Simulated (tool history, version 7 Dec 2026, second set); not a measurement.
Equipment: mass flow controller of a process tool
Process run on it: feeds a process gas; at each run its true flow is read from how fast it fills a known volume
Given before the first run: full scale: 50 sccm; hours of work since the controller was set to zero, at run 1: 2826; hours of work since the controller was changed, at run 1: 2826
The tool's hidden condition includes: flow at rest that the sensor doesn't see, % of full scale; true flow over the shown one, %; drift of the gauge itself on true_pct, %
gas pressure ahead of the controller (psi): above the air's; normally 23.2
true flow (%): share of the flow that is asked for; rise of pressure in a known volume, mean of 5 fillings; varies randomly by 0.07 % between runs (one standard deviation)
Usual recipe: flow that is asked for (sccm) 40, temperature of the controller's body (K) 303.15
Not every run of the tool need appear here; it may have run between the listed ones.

run	hour	flow that is asked for (sccm)	gas pressure ahead of the controller (psi)	temperature of the controller's body (K)	hours of work since the controller was set to zero	hours of work since the controller was changed	true flow (%)
1	0	40	23.2	303.15	2826	2826	98.25
2	261.5	40	23.2	301.15	3014	3014	98.08
3	481.6	40	23.2	301.15	3172	3172	98.13
4	698.8	40	23.2	301.15	3328	3328	98.11
5	953.5	40	23.2	301.15	3511	3511	97.96
6	1175.7	40	23.2	303.15	3671	3671	97.85
7	1389.8	40	23.2	303.15	3825	3825	97.94
8	1531.5	40	23.2	303.15	3926	3926	97.88
9	1666.1	40	23.2	303.15	4023	4023	97.71
# hour 1819.1: controller's zero set anew
10	1864.9	40	23.2	303.15	33	4165	98.57
11	2083.3	12	23.2	298.15	190	4322	96.72
12	2238.5	12	26.5	298.15	301	4434	96.88
13	2368.2	40	22	302.15	394	4527	98.39
14	2496.2	40	22	302.15	486	4619	98.26

Run by run, hidden condition taken away, random variation retained:
run	true flow (%)
1	99.21
2	99.1
3	99.23
4	99.26
5	99.19
6	99.14
7	99.3
8	99.28
9	99.14
10	99.26
11	97.67
12	97.94
13	99.22
14	99.13

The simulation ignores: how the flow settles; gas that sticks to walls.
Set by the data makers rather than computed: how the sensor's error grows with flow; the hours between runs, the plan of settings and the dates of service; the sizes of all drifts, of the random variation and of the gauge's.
